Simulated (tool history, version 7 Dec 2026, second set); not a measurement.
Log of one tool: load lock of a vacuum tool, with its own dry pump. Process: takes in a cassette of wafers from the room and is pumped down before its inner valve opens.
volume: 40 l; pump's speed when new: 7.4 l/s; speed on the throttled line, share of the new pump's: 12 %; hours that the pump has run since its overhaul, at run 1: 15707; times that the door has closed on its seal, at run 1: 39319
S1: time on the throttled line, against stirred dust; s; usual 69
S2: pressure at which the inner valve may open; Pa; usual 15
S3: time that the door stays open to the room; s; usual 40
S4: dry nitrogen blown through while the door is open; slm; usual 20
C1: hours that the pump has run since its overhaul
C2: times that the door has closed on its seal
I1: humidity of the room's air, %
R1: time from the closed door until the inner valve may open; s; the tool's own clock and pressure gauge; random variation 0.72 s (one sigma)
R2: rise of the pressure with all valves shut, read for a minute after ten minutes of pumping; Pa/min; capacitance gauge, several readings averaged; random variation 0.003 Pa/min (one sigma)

Run 1, hour 0: usual settings; C1 15707; C2 39319; I1 47. Result: R1 117.9 s, R2 0.1 Pa/min.
Run 2, hour 348.1: usual settings; C1 16055; C2 40692; I1 44.3. Result: R1 118.4 s, R2 0.097 Pa/min.
At hour 855.6: dry pump taken out, an overhauled one fitted.
Run 3, hour 855.6: usual settings; C1 0; C2 42670; I1 45.3. Result: R1 110.1 s, R2 0.097 Pa/min.
Run 4, hour 1152.3: usual settings but S4 18 slm; C1 297; C2 43840; I1 47.7. Result: R1 109.5 s, R2 0.109 Pa/min.
Run 5, hour 1541.6: usual settings but S4 18 slm; C1 686; C2 45376; I1 44.5. Result: R1 109.7 s, R2 0.112 Pa/min.
Run 6, hour 1869.2: usual settings but S4 18 slm; C1 1014; C2 46668; I1 45.5. Result: R1 109.5 s, R2 0.121 Pa/min.
Run 7, hour 2207.8: usual settings; C1 1352; C2 48004; I1 48.6. Result: R1 109.3 s, R2 0.119 Pa/min.
Run 8, hour 2580.1: usual settings; C1 1725; C2 49472; I1 49.1. Result: R1 109.3 s, R2 0.122 Pa/min.
Run 9, hour 2835: usual settings but S2 13 Pa; C1 1979; C2 50478; I1 47.9. Result: R1 110.6 s, R2 0.133 Pa/min.
Run 10, hour 3126.4: usual settings but S2 13 Pa; C1 2271; C2 51627; I1 44.1. Result: R1 111 s, R2 0.13 Pa/min.
Run 11, hour 3605.3: usual settings; C1 2750; C2 53516; I1 44.7. Result: R1 110.1 s, R2 0.135 Pa/min.
Run 12, hour 4113.4: usual settings but S4 8 slm; C1 3258; C2 55520; I1 46.4. Result: R1 110.9 s, R2 0.152 Pa/min.
Run 13, hour 4550.6: usual settings; C1 3695; C2 57245; I1 45.7. Result: R1 110.7 s, R2 0.153 Pa/min.
Run 14, hour 4988.5: usual settings; C1 4133; C2 58972; I1 43.2. Result: R1 111.3 s, R2 0.148 Pa/min.
Run 15, hour 5480.6: usual settings; C1 4625; C2 60913; I1 43.4. Result: R1 112.7 s, R2 0.162 Pa/min.
Run 16, hour 5725.6: usual settings but S3 70 s; C1 4870; C2 61879; I1 46.2. Result: R1 110.9 s, R2 0.172 Pa/min.
Run 17, hour 6129.4: usual settings but S3 70 s; C1 5274; C2 63473; I1 42.4. Result: R1 111.9 s, R2 0.169 Pa/min.
At hour 6358.8: door's seal changed, seat wiped.
Run 18, hour 6587.9: usual settings but S1 38 s, S3 70 s; C1 5731; C2 904; I1 44. Result: R1 85.5 s, R2 0.018 Pa/min.
Run 19, hour 7041: usual settings but S2 16 Pa; C1 6184; C2 2691; I1 41.4. Result: R1 111.2 s, R2 0.012 Pa/min.
Run 20, hour 7398.5: usual settings but S2 24 Pa; C1 6541; C2 4101; I1 42.4. Result: R1 110.2 s, R2 0.02 Pa/min.
Run 21, hour 7646.5: usual settings but S1 61 s, S3 178 s, S4 18 slm; C1 6789; C2 5080; I1 45. Result: R1 106 s, R2 0.03 Pa/min.
Run 22, hour 8134.1: usual settings but S1 61 s, S2 22 Pa, S3 178 s, S4 7 slm; C1 7277; C2 7003; I1 44.1. Result: R1 103.2 s, R2 0.048 Pa/min.
Run 23, hour 8513.8: usual settings but S1 128 s, S3 69 s; C1 7657; C2 8501; I1 47.9. Result: R1 165.8 s, R2 0.029 Pa/min.
Run 24, hour 8720.1: usual settings but S1 128 s, S3 172 s; C1 7863; C2 9315; I1 46.2. Result: R1 164.7 s, R2 0.031 Pa/min.
Run 25, hour 9193.4: usual settings but S1 128 s, S3 172 s; C1 8336; C2 11181; I1 47.5. Result: R1 164.8 s, R2 0.04 Pa/min.
Run 26, hour 9695.8: usual settings but S1 128 s, S3 172 s; C1 8839; C2 13163; I1 46.9. Result: R1 165.8 s, R2 0.036 Pa/min.
Run 27, hour 9915.5: usual settings but S1 42 s, S2 13 Pa, S3 187 s, S4 19 slm; C1 9058; C2 14030; I1 46. Result: R1 91.8 s, R2 0.042 Pa/min.
Run 28, hour 10339: usual settings but S2 14 Pa, S4 5 slm; C1 9482; C2 15700; I1 43.2. Result: R1 114.5 s, R2 0.049 Pa/min.
Run 29, hour 10659.3: usual settings but S2 14 Pa, S4 5 slm; C1 9802; C2 16964; I1 46.6. Result: R1 115.8 s, R2 0.047 Pa/min.
Run 30, hour 10885.4: usual settings but S4 44 slm; C1 10028; C2 17856; I1 44.7. Result: R1 113.5 s, R2 0.036 Pa/min.
Run 31, hour 11093.1: usual settings but S1 86 s, S2 16 Pa, S4 31 slm; C1 10236; C2 18675; I1 43.3. Result: R1 128.4 s, R2 0.031 Pa/min.
Run 32, hour 11578.2: usual settings but S1 36 s, S2 22 Pa, S3 44 s, S4 7 slm; C1 10721; C2 20588; I1 44.7. Result: R1 84 s, R2 0.05 Pa/min.
Run 33, hour 11999.1: usual settings but S1 36 s, S2 22 Pa, S3 44 s, S4 7 slm; C1 11142; C2 22248; I1 47.5. Result: R1 83.7 s, R2 0.056 Pa/min.
Run 34, hour 12259.6: usual settings but S1 36 s, S2 20 Pa; C1 11403; C2 23276; I1 42.6. Result: R1 85.1 s, R2 0.046 Pa/min.
Run 35, hour 12588.8: usual settings but S1 121 s, S2 11 Pa, S3 50 s, S4 6 slm; C1 11732; C2 24575; I1 46.1. Result: R1 162.3 s, R2 0.064 Pa/min.
Run 36, hour 12949.7: usual settings but S1 121 s, S2 11 Pa, S3 50 s, S4 6 slm; C1 12093; C2 25998; I1 46.1. Result: R1 163.9 s, R2 0.065 Pa/min.
Run 37, hour 13171.5: usual settings but S1 121 s, S2 11 Pa, S3 50 s, S4 6 slm; C1 12314; C2 26873; I1 43.3. Result: R1 163.6 s, R2 0.062 Pa/min.

How the hidden state differs across the entries between the runs, from the last listed run before each to the first after it:
Between runs 2 and 3: dry pump taken out, an overhauled one fitted (hour 855.6)
  pump's speed, % of a new pump's: 81.1 -> 99.8; leak at the door's seal, Pa l/s: 0.0583 -> 0.0621
  measured less the result without the state, R1: +9.4 -> +0.1 s; R2: +0.084 -> +0.089 Pa/min
Between runs 17 and 18: door's seal changed, seat wiped (hour 6358.8)
  pump's speed, % of a new pump's: 93.3 -> 92.8; leak at the door's seal, Pa l/s: 0.1081 -> 0.0025
  measured less the result without the state, R1: +3 -> +3.5 s; R2: +0.158 -> +0.001 Pa/min

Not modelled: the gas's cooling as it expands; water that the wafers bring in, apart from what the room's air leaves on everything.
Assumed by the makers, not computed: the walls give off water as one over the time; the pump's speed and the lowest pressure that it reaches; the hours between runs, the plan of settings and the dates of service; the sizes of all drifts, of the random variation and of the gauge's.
